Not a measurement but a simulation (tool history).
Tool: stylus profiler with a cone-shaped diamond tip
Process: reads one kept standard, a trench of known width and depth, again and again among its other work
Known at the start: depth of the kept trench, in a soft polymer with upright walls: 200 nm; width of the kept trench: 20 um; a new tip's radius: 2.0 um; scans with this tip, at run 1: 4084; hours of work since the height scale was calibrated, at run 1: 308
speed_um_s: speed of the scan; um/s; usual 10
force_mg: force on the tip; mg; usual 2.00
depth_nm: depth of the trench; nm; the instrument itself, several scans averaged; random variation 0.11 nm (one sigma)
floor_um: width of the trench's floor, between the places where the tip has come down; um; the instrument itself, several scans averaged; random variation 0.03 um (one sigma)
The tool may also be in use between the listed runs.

run    hour  speed_um_s  force_mg  scans with this tip  hours of work since the height scale was calibrated  depth_nm  floor_um
  1     0.0          10      2.00                 4084                                                  308    202.25     18.18
  2    78.3          10      2.00                 4819                                                  363    202.25     18.24
  3   128.1          10      2.00                 5288                                                  398    202.42     18.18
  4   200.0          10      2.00                 5963                                                  449    202.53     18.20
  5   276.1          10      2.00                 6678                                                  503    202.15     18.23
  6   352.9          10      2.00                 7400                                                  557    202.33     18.21
  7   418.1          10      2.00                 8012                                                  603    202.25     18.28
  8   451.8          10      2.00                 8329                                                  627    202.34     18.15
  9   521.1          10      5.79                 8980                                                  676    204.63     18.21
 10   568.3           2      2.00                 9423                                                  710    202.36     18.25
 11   609.9          10      0.70                 9814                                                  739    201.03     18.17
 12   681.6          10      0.70                10488                                                  790    201.11     18.14
 13   731.9          10      0.70                10961                                                  826    201.05     18.16
 14   802.3          20      3.43                11622                                                  875    203.34     18.13
 15   864.9          17      2.49                12210                                                  920    202.41     18.21
 16   929.1           2      0.86                12813                                                  965    201.43     18.23
 17   995.9           2      2.00                13441                                                 1012    202.45     18.25
 18  1040.2           2      0.82                13857                                                 1044    201.11     18.26
 19  1102.1           5      3.94                14439                                                 1088    203.79     18.17
 20  1172.0           5      0.95                15096                                                 1137    201.40     18.18
 21  1230.3           5      2.36                15644                                                 1178    202.63     18.23
 22  1273.7           5      2.36                16052                                                 1209    202.78     18.18
 23  1343.1          37      1.36                16703                                                 1258    201.76     18.06
 24  1381.5          37      1.36                17064                                                 1285    201.76     18.05
 25  1421.8          13      2.19                17443                                                 1314    202.43     18.18

Forecast each of these 4 alternatives for the next run:
  A  1475.5          10      2.06                17948                                                 1352         ?         ?
  B  1475.5          10      2.52                17948                                                 1352         ?         ?
  C  1475.5           5      4.85                17948                                                 1352         ?         ?
  D  1475.5          13      0.81                17948                                                 1352         ?         ?

run  depth_nm  floor_um
  A    202.62     18.20
  B    202.71     18.24
  C    204.59     18.23
  D    201.36     18.10
Without the tool's hidden state the same runs would have given:
run  depth_nm  floor_um
  A    202.63     18.22
  B    202.72     18.26
  C    204.60     18.25
  D    201.37     18.12
